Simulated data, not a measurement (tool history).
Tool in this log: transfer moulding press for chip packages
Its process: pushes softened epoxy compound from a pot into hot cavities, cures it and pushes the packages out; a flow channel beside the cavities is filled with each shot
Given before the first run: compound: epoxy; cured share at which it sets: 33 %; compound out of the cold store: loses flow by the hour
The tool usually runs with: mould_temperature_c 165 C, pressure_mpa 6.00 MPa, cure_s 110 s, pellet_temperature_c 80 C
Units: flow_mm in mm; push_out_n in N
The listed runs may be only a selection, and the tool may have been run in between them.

| run | hour | mould_temperature_c | pressure_mpa | cure_s | pellet_temperature_c | incoming compound's hours out of the cold store | flow_mm | push_out_n |
|---|---|---|---|---|---|---|---|---|
| 1 | 0.0 | 165 | 6.00 | 110 | 80 | 38.3 | 692 | 544 |
|  | 6.2 | cavities cleaned with cleaning compound and waxed |
| 2 | 21.2 | 165 | 6.00 | 110 | 80 | 14.5 | 781 | 488 |
| 3 | 42.2 | 165 | 6.00 | 110 | 80 | 43.4 | 678 | 571 |
|  | 54.5 | cavities cleaned with cleaning compound and waxed |
| 4 | 58.2 | 165 | 6.00 | 110 | 80 | 40.4 | 686 | 438 |
| 5 | 78.5 | 165 | 6.00 | 110 | 80 | 9.8 | 785 | 528 |
| 6 | 99.0 | 165 | 6.00 | 110 | 80 | 16.4 | 757 | 570 |
|  | 101.7 | cavities cleaned with cleaning compound and waxed |
| 7 | 125.8 | 162 | 6.00 | 110 | 80 | 27.8 | 722 | 564 |
| 8 | 143.2 | 162 | 6.00 | 110 | 80 | 13.6 | 776 | 601 |
|  | 149.7 | cavities cleaned with cleaning compound and waxed |
| 9 | 159.3 | 162 | 6.00 | 110 | 80 | 25.5 | 730 | 524 |
| 10 | 185.1 | 162 | 6.00 | 110 | 80 | 16.7 | 755 | 591 |
|  | 198.2 | cavities cleaned with cleaning compound and waxed |
| 11 | 211.1 | 162 | 6.00 | 110 | 80 | 41.8 | 672 | 503 |
| 12 | 224.6 | 162 | 6.00 | 110 | 80 | 31.2 | 706 | 548 |
| 13 | 240.8 | 162 | 6.00 | 110 | 83 | 13.9 | 756 | 611 |
|  | 245.7 | cavities cleaned with cleaning compound and waxed |
| 14 | 262.1 | 162 | 6.00 | 110 | 83 | 36.3 | 682 | 532 |
| 15 | 286.9 | 162 | 6.00 | 110 | 83 | 43.9 | 652 | 587 |
|  | 294.1 | cavities cleaned with cleaning compound and waxed |
| 16 | 314.5 | 162 | 6.00 | 110 | 83 | 9.7 | 767 | 570 |
| 17 | 331.6 | 159 | 6.00 | 110 | 80 | 26.5 | 716 | 662 |
|  | 342.1 | cavities cleaned with cleaning compound and waxed |
| 18 | 345.1 | 159 | 6.00 | 110 | 80 | 12.2 | 755 | 522 |
| 19 | 356.7 | 159 | 6.00 | 110 | 80 | 43.7 | 652 | 562 |
| 20 | 374.3 | 159 | 4.67 | 110 | 81 | 8.2 | 680 | 658 |
|  | 390.9 | cavities cleaned with cleaning compound and waxed |
| 21 | 399.8 | 159 | 4.67 | 110 | 81 | 47.2 | 561 | 509 |
| 22 | 411.9 | 162 | 6.40 | 138 | 81 | 35.1 | 682 | 496 |
| 23 | 423.9 | 162 | 6.40 | 138 | 81 | 18.7 | 741 | 524 |
|  | 438.7 | cavities cleaned with cleaning compound and waxed |
| 24 | 442.5 | 162 | 4.75 | 138 | 81 | 9.0 | 658 | 415 |
| 25 | 454.7 | 162 | 4.75 | 138 | 81 | 40.6 | 573 | 465 |
| 26 | 467.2 | 162 | 4.61 | 138 | 77 | 45.8 | 549 | 530 |
|  | 486.1 | cavities cleaned with cleaning compound and waxed |
| 27 | 488.2 | 161 | 6.80 | 117 | 77 | 45.6 | 662 | 450 |
|  | 496.0 | plunger's sealing rings changed |
| 28 | 503.0 | 161 | 6.80 | 117 | 77 | 18.9 | 844 | 516 |

Subtracting, for every run, the result it would have given without the tool's unlogged condition from the measured result gives the following. The same run-to-run variation enters both numbers; the gauge's scatter may not:
Unlogged tool condition in this case: true mould temperature over the reading, C; pressure that reaches the compound, % of what is set; grip of the stained cavities, % over clean ones'; drift of the gauge itself on flow_mm, %; drift of the gauge itself on push_out_n, %.
| run | flow_mm | push_out_n |
|---|---|---|
| 1 | -13 | +146 |
| 2 | -18 | +84 |
| 3 | -18 | +149 |
| 4 | -21 | +19 |
| 5 | -27 | +111 |
| 6 | -30 | +155 |
| 7 | -32 | +114 |
| 8 | -37 | +154 |
| 9 | -37 | +60 |
| 10 | -44 | +142 |
| 11 | -41 | +64 |
| 12 | -46 | +116 |
| 13 | -52 | +154 |
| 14 | -50 | +80 |
| 15 | -51 | +149 |
| 16 | -66 | +101 |
| 17 | -64 | +151 |
| 18 | -70 | -1 |
| 19 | -62 | +70 |
| 20 | -68 | +132 |
| 21 | -59 | +33 |
| 22 | -74 | +99 |
| 23 | -82 | +128 |
| 24 | -76 | +24 |
| 25 | -67 | +84 |
| 26 | -65 | +129 |
| 27 | -83 | +18 |
| 28 | -10 | +74 |

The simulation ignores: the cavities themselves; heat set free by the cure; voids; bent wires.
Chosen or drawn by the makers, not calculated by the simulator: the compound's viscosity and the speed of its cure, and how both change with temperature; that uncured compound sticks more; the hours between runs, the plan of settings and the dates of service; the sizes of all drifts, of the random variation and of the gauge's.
